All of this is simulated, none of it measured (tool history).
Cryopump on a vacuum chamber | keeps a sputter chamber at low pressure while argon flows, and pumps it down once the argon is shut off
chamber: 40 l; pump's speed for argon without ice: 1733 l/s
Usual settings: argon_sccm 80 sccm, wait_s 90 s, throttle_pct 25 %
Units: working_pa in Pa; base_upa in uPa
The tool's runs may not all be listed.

run,day,argon_sccm,wait_s,throttle_pct,working_pa,base_upa
1,0.000,80,90,25,0.3241,1.41
2,2.367,39,90,25,0.1591,1.41
3,4.371,39,225,25,0.1599,1.26
4,6.212,80,29,25,0.3306,2.23
5,8.717,80,29,25,0.3304,2.31
6,10.712,80,29,25,0.3305,2.28
7,14.129,80,29,25,0.3356,2.41
8,16.342,80,29,25,0.3374,2.42
9,18.921,80,29,17,0.4591,2.13
10,20.717,80,90,25,0.3128,1.44
11,23.292,80,90,38,0.2088,1.44
12,25.696,80,90,38,0.2104,1.48
13,28.529,80,51,25,0.3189,1.77
14,30.167,80,90,25,0.3191,1.49
15,33.262,80,163,25,0.3213,1.44
16,35.138,80,90,25,0.3203,1.63
17,36.796,67,90,39,0.1767,1.61
18,38.942,67,90,39,0.1768,1.61
19,40.450,80,22,29,0.2805,2.69
20,42.408,80,171,46,0.1825,1.52
21,44.050,116,37,25,0.4728,2.22
22,46.117,116,37,50,0.2499,2.34
23,48.358,91,42,26,0.3602,2.15
24,51.671,91,42,35,0.2755,2.17
25,54.404,56,93,32,0.1869,1.86
26,56.629,56,93,32,0.1881,1.92
27,59.200,56,93,32,0.1732,1.65
28,61.433,56,93,32,0.1722,1.68
29,64.338,40,129,16,0.2436,1.62
30,65.838,40,129,16,0.2460,1.66
31,68.367,43,68,25,0.1704,1.87
32,70.354,39,48,21,0.1859,2.07

Taken out of this log: 2 entries between the listed runs. Where each belongs, and how the hidden state differs across it:
Between runs 8 and 9: pump warmed up, emptied and cooled again (day 17.350)
  pump's speed, % of a pump's without ice: 76.8 -> 99; cold plate's temperature, K: 12.34 -> 12.35; leak into the chamber, uPa l/s: 1761 -> 1785
  measured less the result without the state, working_pa: +0.0243 -> +0.0013 Pa; base_upa: +1.17 -> +0.88 uPa
Between runs 26 and 27: pump warmed up, emptied and cooled again (day 57.000)
  pump's speed, % of a pump's without ice: 77.4 -> 97.9; cold plate's temperature, K: 12.42 -> 12.43; leak into the chamber, uPa l/s: 2164 -> 2187
  measured less the result without the state, working_pa: +0.0166 -> +0.0017 Pa; base_upa: +1.43 -> +1.12 uPa
